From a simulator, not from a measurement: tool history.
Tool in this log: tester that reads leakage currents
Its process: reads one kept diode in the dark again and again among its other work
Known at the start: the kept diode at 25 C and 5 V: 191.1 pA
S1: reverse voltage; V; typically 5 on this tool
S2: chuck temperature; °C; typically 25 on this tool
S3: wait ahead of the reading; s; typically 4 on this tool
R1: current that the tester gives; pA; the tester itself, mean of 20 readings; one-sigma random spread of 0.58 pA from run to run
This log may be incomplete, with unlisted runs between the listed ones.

| run | hour | S1 | S2 | S3 | R1 |
|---|---|---|---|---|---|
| 1 | 0 | 5 | 25 | 4 | 211.03 |
|  | 34.1 | chuck's temperature calibrated |
| 2 | 85.1 | 5 | 25 | 4 | 190.07 |
| 3 | 162.5 | 5 | 25 | 4 | 188.52 |
| 4 | 213.2 | 5 | 25 | 4 | 190.88 |
| 5 | 293.1 | 5 | 25 | 0.5 | 194.54 |
| 6 | 328.8 | 5 | 32 | 0.5 | 337.05 |
| 7 | 407.7 | 5 | 32 | 0.5 | 337.37 |
| 8 | 454.1 | 5 | 32 | 0.5 | 338.39 |
| 9 | 503.4 | 5 | 32 | 0.5 | 336.94 |
| 10 | 564.5 | 5 | 32 | 0.43 | 340.61 |
| 11 | 623.2 | 5 | 32 | 0.43 | 339.84 |
| 12 | 704.2 | 5 | 32 | 0.43 | 342.18 |
| 13 | 763.8 | 5 | 25 | 4 | 194.53 |
| 14 | 827.8 | 5 | 25 | 4 | 195.08 |
| 15 | 891.5 | 5 | 25 | 4 | 195.73 |
| 16 | 926 | 15.71 | 25 | 4 | 312.82 |
| 17 | 999.4 | 15.71 | 39 | 4 | 922.55 |
|  | 1006.5 | probe card cleaned and baked |
| 18 | 1053.9 | 15.71 | 39 | 4 | 924.53 |
| 19 | 1117.5 | 15.71 | 39 | 4 | 923.91 |
| 20 | 1151.9 | 15.71 | 39 | 4 | 923.75 |
| 21 | 1193 | 11.58 | 35 | 7.66 | 605.87 |
| 22 | 1269.9 | 11.58 | 35 | 7.66 | 609.77 |
| 23 | 1343.2 | 4.7 | 20 | 1.12 | 129.78 |
|  | 1407.5 | probe card cleaned and baked, once more |
| 24 | 1407.5 | 2.43 | 54 | 4 | 1261.05 |
| 25 | 1480.3 | 14.11 | 57 | 1.04 | 3139.08 |
| 26 | 1543.5 | 5 | 25 | 2.99 | 197.9 |
| 27 | 1583.8 | 5 | 25 | 2.99 | 198.1 |
| 28 | 1620.3 | 1.7 | 28 | 1.91 | 162.87 |
| 29 | 1671.9 | 1.7 | 28 | 1.91 | 163.54 |
| 30 | 1752 | 1.7 | 55 | 0.83 | 1183.84 |
| 31 | 1835.3 | 5 | 50 | 0.32 | 1305.57 |
| 32 | 1914.4 | 3.24 | 25 | 4 | 168.18 |
| 33 | 1989 | 1.34 | 22 | 6.13 | 92.45 |
| 34 | 2064.3 | 1.34 | 22 | 6.13 | 92.68 |
| 35 | 2111 | 1.34 | 22 | 1.07 | 93.01 |
| 36 | 2174.9 | 1.34 | 22 | 1.07 | 92.88 |
| 37 | 2253.3 | 1.34 | 40 | 1.31 | 379.77 |
| 38 | 2303 | 1.34 | 40 | 2.65 | 379.5 |
| 39 | 2339 | 5.69 | 25 | 0.63 | 217.95 |
| 40 | 2373.3 | 5.69 | 25 | 0.63 | 217.73 |

Measured minus without-hidden-state, run by run (identical run-to-run variation in each term; gauge scatter may differ):
Hidden conditions of the tool in this case: stray current of the dirty probe card, pA a volt; current scale over the true one, %; true chuck temperature over the reading, C; drift of the gauge itself on leakage_pa, %.
| run | R1 |
|---|---|
| 1 | +19.21 |
| 2 | -1.56 |
| 3 | -1.04 |
| 4 | -0.69 |
| 5 | -0.12 |
| 6 | -0.02 |
| 7 | +0.77 |
| 8 | +1.25 |
| 9 | +1.75 |
| 10 | +2.34 |
| 11 | +3.01 |
| 12 | +3.87 |
| 13 | +3.05 |
| 14 | +3.48 |
| 15 | +3.91 |
| 16 | +8.39 |
| 17 | +18.71 |
| 18 | +21 |
| 19 | +22.76 |
| 20 | +23.78 |
| 21 | +17.08 |
| 22 | +18.61 |
| 23 | +5.35 |
| 24 | +30.59 |
| 25 | +80.45 |
| 26 | +6.48 |
| 27 | +6.74 |
| 28 | +5.52 |
| 29 | +5.78 |
| 30 | +37.93 |
| 31 | +45.73 |
| 32 | +7.43 |
| 33 | +4.32 |
| 34 | +4.54 |
| 35 | +4.68 |
| 36 | +4.86 |
| 37 | +18.09 |
| 38 | +18.54 |
| 39 | +12.78 |
| 40 | +12.99 |
